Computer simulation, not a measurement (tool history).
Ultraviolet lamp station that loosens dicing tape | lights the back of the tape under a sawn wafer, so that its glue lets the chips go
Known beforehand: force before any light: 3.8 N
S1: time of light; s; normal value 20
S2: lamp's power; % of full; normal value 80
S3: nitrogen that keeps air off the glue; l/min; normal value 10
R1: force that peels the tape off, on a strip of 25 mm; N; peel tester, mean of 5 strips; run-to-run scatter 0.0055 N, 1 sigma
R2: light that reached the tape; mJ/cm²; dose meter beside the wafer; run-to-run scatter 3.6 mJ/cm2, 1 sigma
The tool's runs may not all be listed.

Run 1, hour 0.0: usual settings. Result: R1 0.117 N, R2 596 mJ/cm².
Run 2, hour 58.7: usual settings. Result: R1 0.112 N, R2 597 mJ/cm².
Run 3, hour 95.3: usual settings. Result: R1 0.108 N, R2 593 mJ/cm².
Run 4, hour 138.7: usual settings. Result: R1 0.109 N, R2 596 mJ/cm².
Run 5, hour 198.4: usual settings. Result: R1 0.101 N, R2 597 mJ/cm².
At hour 203.1: window cleaned of glue's vapour.
Run 6, hour 249.3: usual settings. Result: R1 0.105 N, R2 599 mJ/cm².
Run 7, hour 315.0: usual settings. Result: R1 0.111 N, R2 596 mJ/cm².
Run 8, hour 359.3: usual settings. Result: R1 0.111 N, R2 597 mJ/cm².
Run 9, hour 427.4: usual settings. Result: R1 0.103 N, R2 597 mJ/cm².
Run 10, hour 504.4: usual settings. Result: R1 0.104 N, R2 598 mJ/cm².
Run 11, hour 545.1: usual settings. Result: R1 0.101 N, R2 596 mJ/cm².
Run 12, hour 620.2: usual settings. Result: R1 0.112 N, R2 597 mJ/cm².
At hour 649.0: window cleaned of glue's vapour.
Run 13, hour 697.0: usual settings but S2 85 % of full. Result: R1 0.096 N, R2 638 mJ/cm².
Run 14, hour 772.0: usual settings but S2 85 % of full. Result: R1 0.097 N, R2 631 mJ/cm².
Run 15, hour 816.5: usual settings but S1 15 s, S2 85 % of full. Result: R1 0.185 N, R2 476 mJ/cm².
Run 16, hour 849.6: usual settings but S1 15 s, S2 85 % of full. Result: R1 0.169 N, R2 478 mJ/cm².
Run 17, hour 895.4: usual settings but S1 15 s, S2 85 % of full. Result: R1 0.190 N, R2 473 mJ/cm².
Run 18, hour 966.9: usual settings but S1 15 s, S2 85 % of full. Result: R1 0.171 N, R2 474 mJ/cm².
Run 19, hour 1020.7: usual settings but S1 15 s, S2 85 % of full. Result: R1 0.176 N, R2 475 mJ/cm².
Run 20, hour 1086.9: usual settings. Result: R1 0.107 N, R2 598 mJ/cm².
At hour 1092.0: window cleaned of glue's vapour.
Run 21, hour 1152.6: usual settings. Result: R1 0.116 N, R2 595 mJ/cm².
Run 22, hour 1188.0: usual settings but S2 77 % of full. Result: R1 0.120 N, R2 574 mJ/cm².
Run 23, hour 1224.8: usual settings but S2 93 % of full, S3 15 l/min. Result: R1 0.076 N, R2 702 mJ/cm².
Run 24, hour 1293.9: usual settings but S2 93 % of full, S3 15 l/min. Result: R1 0.074 N, R2 689 mJ/cm².
Run 25, hour 1360.1: usual settings but S2 61 % of full. Result: R1 0.199 N, R2 451 mJ/cm².
Run 26, hour 1393.7: usual settings but S1 39 s, S2 61 % of full, S3 5 l/min. Result: R1 0.071 N, R2 879 mJ/cm².
Run 27, hour 1452.7: usual settings but S1 12 s, S2 76 % of full, S3 8 l/min. Result: R1 0.422 N, R2 340 mJ/cm².
Run 28, hour 1487.4: usual settings but S2 93 % of full, S3 7 l/min. Result: R1 0.095 N, R2 693 mJ/cm².
At hour 1538.8: window cleaned of glue's vapour.
Run 29, hour 1553.4: usual settings but S2 93 % of full, S3 5 l/min. Result: R1 0.111 N, R2 685 mJ/cm².
Run 30, hour 1590.2: usual settings but S1 17 s, S2 73 % of full, S3 20 l/min. Result: R1 0.147 N, R2 466 mJ/cm².
Run 31, hour 1627.5: usual settings but S1 39 s, S3 4 l/min. Result: R1 0.069 N, R2 1163 mJ/cm².
Run 32, hour 1676.0: usual settings but S1 13 s, S2 92 % of full, S3 8 l/min. Result: R1 0.229 N, R2 445 mJ/cm².
Run 33, hour 1743.1: usual settings but S1 13 s, S2 90 % of full, S3 9 l/min. Result: R1 0.228 N, R2 434 mJ/cm².
Run 34, hour 1818.3: usual settings but S1 35 s, S2 85 % of full, S3 6 l/min. Result: R1 0.063 N, R2 1106 mJ/cm².
Run 35, hour 1892.8: usual settings but S1 18 s, S2 93 % of full, S3 9 l/min. Result: R1 0.104 N, R2 623 mJ/cm².
Run 36, hour 1945.5: usual settings but S1 23 s, S2 75 % of full, S3 8 l/min. Result: R1 0.107 N, R2 645 mJ/cm².
At hour 1983.0: window cleaned of glue's vapour.
At hour 2009.3: lamp changed.
Run 37, hour 2021.9: usual settings but S1 13 s, S2 61 % of full, S3 3 l/min. Result: R1 0.789 N, R2 300 mJ/cm².
Run 38, hour 2078.2: usual settings but S1 13 s, S2 61 % of full, S3 3 l/min. Result: R1 0.786 N, R2 295 mJ/cm².
Run 39, hour 2137.4: usual settings but S1 27 s, S2 91 % of full, S3 4 l/min. Result: R1 0.078 N, R2 920 mJ/cm².
Run 40, hour 2203.2: usual settings but S3 11 l/min. Result: R1 0.105 N, R2 592 mJ/cm².
Run 41, hour 2257.1: usual settings but S3 11 l/min. Result: R1 0.109 N, R2 598 mJ/cm².
Run 42, hour 2316.4: usual settings but S1 27 s, S2 86 % of full, S3 8 l/min. Result: R1 0.068 N, R2 867 mJ/cm².
Run 43, hour 2389.3: usual settings but S1 12 s, S2 62 % of full, S3 11 l/min. Result: R1 0.550 N, R2 276 mJ/cm².
At hour 2428.4: window cleaned of glue's vapour.
Run 44, hour 2469.9: usual settings but S1 12 s, S2 62 % of full, S3 11 l/min. Result: R1 0.549 N, R2 280 mJ/cm².

Forecast each of these 3 alternatives for the next run:
Run A, hour 2515.5: usual settings but S1 23 s, S2 64 % of full, S3 11 l/min. Result: R1 ?, R2 ?.
Run B, hour 2515.5: usual settings but S1 18 s, S2 66 % of full, S3 11 l/min. Result: R1 ?, R2 ?.
Run C, hour 2515.5: usual settings but S2 67 % of full, S3 6 l/min. Result: R1 ?, R2 ?.

run     R1   R2
  A  0.130  547
  B  0.199  439
  C  0.199  505
Take away the tool's hidden state, keep each run's random variation, and the runs would have read:
run     R1   R2
  A  0.130  547
  B  0.198  439
  C  0.199  506
